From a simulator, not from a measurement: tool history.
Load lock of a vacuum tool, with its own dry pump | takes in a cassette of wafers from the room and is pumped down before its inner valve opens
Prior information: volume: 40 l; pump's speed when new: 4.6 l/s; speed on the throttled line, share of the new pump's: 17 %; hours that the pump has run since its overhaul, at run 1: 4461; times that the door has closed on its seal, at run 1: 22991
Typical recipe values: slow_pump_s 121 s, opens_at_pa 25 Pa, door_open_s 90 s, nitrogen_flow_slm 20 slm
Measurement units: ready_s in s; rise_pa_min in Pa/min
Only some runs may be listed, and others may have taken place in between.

run      day  slow_pump_s  opens_at_pa  door_open_s  nitrogen_flow_slm  hours that the pump has run since its overhaul  times that the door has closed on its seal  incoming humidity of the room's air, %  ready_s  rise_pa_min
  1        0          121           25           90                 20                                            4461                                       22991                                    45.8    177.3        0.192
  2    6.129          121           25           90                 20                                            4608                                       23360                                    41.2    175.7        0.191
  3   13.958          121           25           90                 20                                            4796                                       23832                                    46.4    176.4        0.197
  4   20.554          121           25           90                 20                                            4954                                       24229                                    44.4    177.4        0.202
  5   24.479          121           25           90                 20                                            5048                                       24465                                    48.6    178.2        0.211
  6   30.358          121           25           90                 20                                            5189                                       24819                                      48    177.4        0.209
  7   34.288          121           25           90                 20                                            5284                                       25056                                    45.3    175.8        0.213
  8   38.392          121           25           90                 20                                            5382                                       25303                                    44.6      177        0.213
  9   42.062          121           25           90                 20                                            5470                                       25523                                    42.9    176.4        0.215
 10   50.079          121           25           90                 20                                            5663                                       26006                                      46    177.6        0.221
 11   55.925           80           25           90                 20                                            5803                                       26358                                      44    143.7        0.226
 12   61.025          121           25           31                 20                                            5925                                       26665                                    43.6    177.1        0.215
 13   66.783          121           25           31                 20                                            6063                                       27012                                    45.1    177.7        0.209
 14   70.638          121           25           90                 26                                            6156                                       27244                                    42.4      175        0.228
 15   75.871          121           25           44                 20                                            6282                                       27559                                    43.2    175.1        0.222
 16   81.817          121           25           44                 20                                            6424                                       27917                                    47.6    178.3        0.224
 17   87.288          121           25           44                 20                                            6555                                       28246                                      45    177.3        0.226
 18   95.179          121           25           44                 20                                            6745                                       28721                                    46.5    178.9        0.229
 19   98.658          134           25          226                 20                                            6828                                       28931                                      43    189.3        0.277
 20  103.642          157           48           27                 22                                            6948                                       29231                                    45.5    199.2        0.231
 21  107.504          121           41           74                 20                                            7041                                       29463                                      42    173.7        0.249
 22  114.362          121           41           74                 20                                            7205                                       29876                                    43.9    171.8        0.258
 23   120.25           99           22          138                 11                                            7347                                       30231                                    43.8    161.9        0.282
 24  124.229          121           43          211                 15                                            7442                                       30470                                    43.2    173.6        0.301
 25  130.271           84           28           31                  7                                            7587                                       30834                                    43.2    146.8        0.264
 26  137.121          121           25          214                 17                                            7751                                       31246                                    42.6    178.7        0.301
 27  144.025          121           25          214                 17                                            7917                                       31662                                    45.4    177.9        0.313
 28  147.925          150           25           58                 33                                            8011                                       31897                                    48.2    203.1        0.275
 29  154.967          150           25           58                  8                                            8180                                       32321                                    44.1    202.3        0.287
 30  160.646          150           25           58                  8                                            8316                                       32662                                    42.7    200.8        0.295
 31  166.821           91           25           40                 20                                            8464                                       33034                                    45.7    152.3        0.288
 32  171.683          198           25           90                 20                                            8581                                       33327                                    42.3    241.8        0.301
 33  176.917           71           33          170                 10                                            8707                                       33642                                      46    136.6        0.339
 34    181.3           71           33          170                 10                                            8812                                       33906                                      42    135.5        0.341
 35      188           71           33          170                 10                                            8973                                       34309                                    44.6    135.6        0.346
 36  191.692           71           33          170                 10                                            9061                                       34531                                    44.7    135.3        0.348

Pick out some run-to-run changes in ready_s. Of each, how much would a tool without hidden state show as well, from the settings, what came in and chance, and how much is left for the hidden state and any gauge scatter not in both results compared?
Hidden state at play: pump's speed, % of a new pump's; leak at the door's seal, Pa l/s; drift of the gauge itself on ready_s, %; drift of the gauge itself on rise_pa_min, %.
Run 22 -> 23: slow_pump_s 121 -> 99, opens_at_pa 41 -> 22, door_open_s 74 -> 138, nitrogen_flow_slm 20 -> 11. ready_s -9.9 s: hidden state +1.2, all else -11.1.
Run 30 -> 31: slow_pump_s 150 -> 91, door_open_s 58 -> 40, nitrogen_flow_slm 8 -> 20. ready_s -48.5 s: hidden state +1.2, all else -49.7.
Run 31 -> 32: slow_pump_s 91 -> 198, door_open_s 40 -> 90. ready_s +89.5 s: hidden state -1.8, all else +91.3.
Run 32 -> 33: slow_pump_s 198 -> 71, opens_at_pa 25 -> 33, door_open_s 90 -> 170, nitrogen_flow_slm 20 -> 10. ready_s -105.2 s: hidden state +2.5, all else -107.7.

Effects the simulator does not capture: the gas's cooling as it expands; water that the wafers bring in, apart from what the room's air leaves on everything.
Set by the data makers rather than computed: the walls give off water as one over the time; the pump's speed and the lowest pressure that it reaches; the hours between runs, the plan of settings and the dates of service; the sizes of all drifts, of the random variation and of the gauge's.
